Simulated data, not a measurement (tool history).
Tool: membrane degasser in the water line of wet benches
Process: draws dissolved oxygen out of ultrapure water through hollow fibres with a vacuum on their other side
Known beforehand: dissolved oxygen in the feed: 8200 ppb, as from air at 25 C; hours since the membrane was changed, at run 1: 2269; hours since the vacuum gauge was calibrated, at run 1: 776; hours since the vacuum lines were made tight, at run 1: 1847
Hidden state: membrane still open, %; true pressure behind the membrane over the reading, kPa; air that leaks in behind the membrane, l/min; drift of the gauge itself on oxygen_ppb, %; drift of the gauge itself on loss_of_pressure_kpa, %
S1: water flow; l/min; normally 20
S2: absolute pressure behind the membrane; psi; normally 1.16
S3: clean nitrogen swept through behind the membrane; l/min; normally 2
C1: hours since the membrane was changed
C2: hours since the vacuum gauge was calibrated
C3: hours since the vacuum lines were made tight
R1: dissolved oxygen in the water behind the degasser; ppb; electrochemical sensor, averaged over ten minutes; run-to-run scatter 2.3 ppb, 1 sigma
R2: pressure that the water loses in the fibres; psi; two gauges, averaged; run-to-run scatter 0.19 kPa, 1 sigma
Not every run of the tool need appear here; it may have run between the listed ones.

run	hour	S1	S2	S3	C1	C2	C3	R1	R2
1	0	20	1.16	2	2269	776	1847	225.7	5.494
2	38.9	20	1.16	2	2308	815	1886	225	5.448
3	95.7	20	1.16	2	2365	872	1942	223.4	5.487
4	146.5	20	1.16	2	2416	923	1993	223.8	5.474
5	177.8	20	1.16	2	2447	954	2025	225.6	5.509
6	236.3	20	1.858	2	2506	1013	2083	336.3	5.504
7	294.9	20	1.858	2	2564	1071	2142	331.3	5.465
8	332.9	24	1.16	2	2602	1109	2180	336.1	6.599
9	390.9	24	1.16	2	2660	1167	2238	332.4	6.612
10	444.9	20	1.168	2	2714	1221	2292	225.4	5.462
11	484.6	20	2.674	2	2754	1261	2331	453.6	5.542
12	519.3	20	2.339	2	2789	1296	2366	403.2	5.524
13	551.8	20	1.16	2	2821	1328	2398	225.1	5.527
14	599.8	20	1.16	2	2869	1376	2446	222.1	5.48
15	653.4	20	1.16	2	2923	1430	2500	223.8	5.509
16	678.5	27	1.16	0.99	2948	1455	2525	549.8	7.442

Run 17 comes next. What will it give?
17	717.6	14	1.16	0.99	2987	1494	2564	?	?

R1: 179.7 ppb
R2: 3.87 psi
Without the tool's hidden state the same run would have given R1 179.7 ppb, R2 3.813 psi.
